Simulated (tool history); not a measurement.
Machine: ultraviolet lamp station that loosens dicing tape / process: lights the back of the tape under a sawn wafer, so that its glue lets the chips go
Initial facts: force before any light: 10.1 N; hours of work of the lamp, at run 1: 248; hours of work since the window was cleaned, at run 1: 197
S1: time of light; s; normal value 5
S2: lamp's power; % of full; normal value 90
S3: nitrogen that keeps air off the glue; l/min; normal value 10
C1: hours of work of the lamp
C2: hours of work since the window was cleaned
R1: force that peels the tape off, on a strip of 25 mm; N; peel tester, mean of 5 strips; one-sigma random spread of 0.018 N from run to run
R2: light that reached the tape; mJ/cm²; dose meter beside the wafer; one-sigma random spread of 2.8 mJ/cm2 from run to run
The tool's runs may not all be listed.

run     day  S1  S2  S3   C1   C2     R1   R2
  1   0.000   5  90  10  248  197  1.312  303
  2   1.654   5  90  18  268  217  1.068  300
  3   2.733   5  90  18  281  229  1.042  300
  4   4.121   5  90  10  297  246  1.479  296
  5   6.221   5  90  10  322  271  1.464  292
  6   8.208   5  90  10  346  295  1.569  282
  7  10.417   5  90  10  372  321  1.645  282
  8  12.092   5  90  10  392  341  1.659  274
  9  13.733   5  89  10  412  361  1.723  268
 10  15.729   5  90  10  436  385  1.849  266
     17.004  -- window cleaned of glue's vapour
 11  17.046   5  70  10  451    1  2.148  232
 12  18.879   4  90  14  473   22  1.874  241
 13  19.996   4  90  14  486   36  1.908  236
 14  21.346   4  90   4  503   52  3.132  233
 15  23.512   5  84  18  528   78  1.312  266
 16  25.892   2  79   9  557  106  5.239   99
 17  27.104   9  90  10  571  121  0.440  500
 18  28.404   9  86  19  587  136  0.332  466

What if the next run were any one of these 3? Each begins from the tool's condition after run 18:
  A  30.067   9  86  19  607  156   ?   ?
  B  30.067   5  90   3  607  156   ?   ?
  C  30.067   4  92   6  607  156   ?   ?

run     R1   R2
  A  0.357  454
  B  2.994  263
  C  2.953  217
Without the tool's unlogged condition, the same runs would have read:
run     R1   R2
  A  0.136  645
  B  1.833  374
  C  1.779  308
